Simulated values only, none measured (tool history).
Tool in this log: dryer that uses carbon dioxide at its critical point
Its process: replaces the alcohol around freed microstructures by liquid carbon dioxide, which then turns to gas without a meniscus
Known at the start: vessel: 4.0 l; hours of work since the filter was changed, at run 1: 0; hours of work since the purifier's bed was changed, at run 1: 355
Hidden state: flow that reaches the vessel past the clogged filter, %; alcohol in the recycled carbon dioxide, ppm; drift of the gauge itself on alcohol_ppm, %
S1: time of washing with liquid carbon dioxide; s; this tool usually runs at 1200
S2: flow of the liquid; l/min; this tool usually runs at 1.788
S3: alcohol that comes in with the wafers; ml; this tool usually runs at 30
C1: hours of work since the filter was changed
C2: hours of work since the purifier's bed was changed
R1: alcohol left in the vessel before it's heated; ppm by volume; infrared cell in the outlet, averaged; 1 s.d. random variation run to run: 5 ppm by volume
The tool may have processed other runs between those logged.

run 1 hour=0 | S1=1200 S2=1.788 S3=30 | C1=0 C2=355 | R1=59
run 2 hour=25.3 | S1=1200 S2=1.788 S3=30 | C1=14 C2=369 | R1=65
run 3 hour=37.4 | S1=1020 S2=1.788 S3=30 | C1=20 C2=375 | R1=81
run 4 hour=54.1 | S1=1620 S2=1.788 S3=30 | C1=29 C2=384 | R1=63
run 5 hour=79.9 | S1=1440 S2=1.788 S3=30 | C1=43 C2=398 | R1=60
run 6 hour=90.8 | S1=1440 S2=1.73 S3=30 | C1=49 C2=404 | R1=61
run 7 hour=113.6 | S1=1200 S2=1.788 S3=75 | C1=61 C2=417 | R1=81
run 8 hour=137.8 | S1=1200 S2=1.788 S3=26 | C1=74 C2=430 | R1=68
run 9 hour=155 | S1=1200 S2=1.788 S3=77 | C1=83 C2=439 | R1=78
run 10 hour=169.3 | S1=1200 S2=1.788 S3=77 | C1=91 C2=447 | R1=94
run 11 hour=182.5 | S1=1200 S2=1.788 S3=77 | C1=98 C2=454 | R1=88
run 12 hour=208 | S1=1200 S2=1.788 S3=77 | C1=112 C2=467 | R1=89
run 13 hour=227.9 | S1=1200 S2=1.788 S3=77 | C1=123 C2=478 | R1=91
run 14 hour=241.1 | S1=1500 S2=1.11 S3=22 | C1=130 C2=485 | R1=107
run 15 hour=267.1 | S1=1200 S2=1.788 S3=27 | C1=144 C2=499 | R1=84
run 16 hour=283.4 | S1=900 S2=1.788 S3=21 | C1=153 C2=508 | R1=116

Run 17, settings as shown, results not yet in. Your forecast:
run 17 hour=304.4 | S1=900 S2=1.788 S3=21 | C1=164 C2=519 | R1=?

{"run 17": {"R1": 115}}
Take away the tool's hidden state, keep the run-to-run variation as it was, and the same run would have given R1 31 ppm by volume.

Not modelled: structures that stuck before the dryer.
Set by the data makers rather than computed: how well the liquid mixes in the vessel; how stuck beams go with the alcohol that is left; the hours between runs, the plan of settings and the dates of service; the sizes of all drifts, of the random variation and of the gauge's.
